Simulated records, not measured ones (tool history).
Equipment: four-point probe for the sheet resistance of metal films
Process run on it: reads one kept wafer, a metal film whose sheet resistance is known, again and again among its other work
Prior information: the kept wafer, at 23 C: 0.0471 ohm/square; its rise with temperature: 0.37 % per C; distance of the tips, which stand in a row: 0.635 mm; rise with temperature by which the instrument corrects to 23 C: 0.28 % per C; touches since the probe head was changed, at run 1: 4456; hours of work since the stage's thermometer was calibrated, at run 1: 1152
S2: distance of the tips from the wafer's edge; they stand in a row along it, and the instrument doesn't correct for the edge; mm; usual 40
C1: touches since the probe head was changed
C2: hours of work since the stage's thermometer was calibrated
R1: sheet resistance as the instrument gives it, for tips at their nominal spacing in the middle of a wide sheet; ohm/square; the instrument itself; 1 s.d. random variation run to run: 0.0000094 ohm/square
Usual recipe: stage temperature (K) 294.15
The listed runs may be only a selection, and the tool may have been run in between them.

Run 1, hour 0.0: usual settings; C1 4456; C2 1152. Result: R1 0.046902 ohm/square.
Run 2, hour 8.5: usual settings; C1 4604; C2 1157. Result: R1 0.046905 ohm/square.
Run 3, hour 18.0: usual settings; C1 4769; C2 1162. Result: R1 0.046915 ohm/square.
Run 4, hour 34.2: usual settings but stage temperature (K) 292.15; C1 5052; C2 1171. Result: R1 0.046823 ohm/square.
Run 5, hour 41.7: usual settings but stage temperature (K) 292.15; C1 5183; C2 1175. Result: R1 0.046823 ohm/square.
Run 6, hour 54.6: usual settings but stage temperature (K) 292.15; C1 5407; C2 1182. Result: R1 0.046801 ohm/square.
Run 7, hour 69.7: usual settings but stage temperature (K) 292.15; C1 5670; C2 1190. Result: R1 0.046831 ohm/square.
Run 8, hour 81.0: usual settings; C1 5868; C2 1197. Result: R1 0.046907 ohm/square.
Run 9, hour 93.5: usual settings; C1 6084; C2 1203. Result: R1 0.046925 ohm/square.
Run 10, hour 103.1: usual settings but stage temperature (K) 295.15, S2 8 mm; C1 6251; C2 1209. Result: R1 0.047099 ohm/square.
At hour 104.5: stage's thermometer calibrated.
Run 11, hour 116.3: usual settings but stage temperature (K) 301.15, S2 5 mm; C1 6474; C2 6. Result: R1 0.047640 ohm/square.

Expected results for the next run?
Run 12, hour 128.6: usual settings but stage temperature (K) 301.15, S2 5 mm; C1 6687; C2 13. Result: R1 ?.

For run 12 the tool returned R1 0.047649 ohm/square.
Had the tool carried no hidden state, the very same run would have given R1 0.047726 ohm/square.
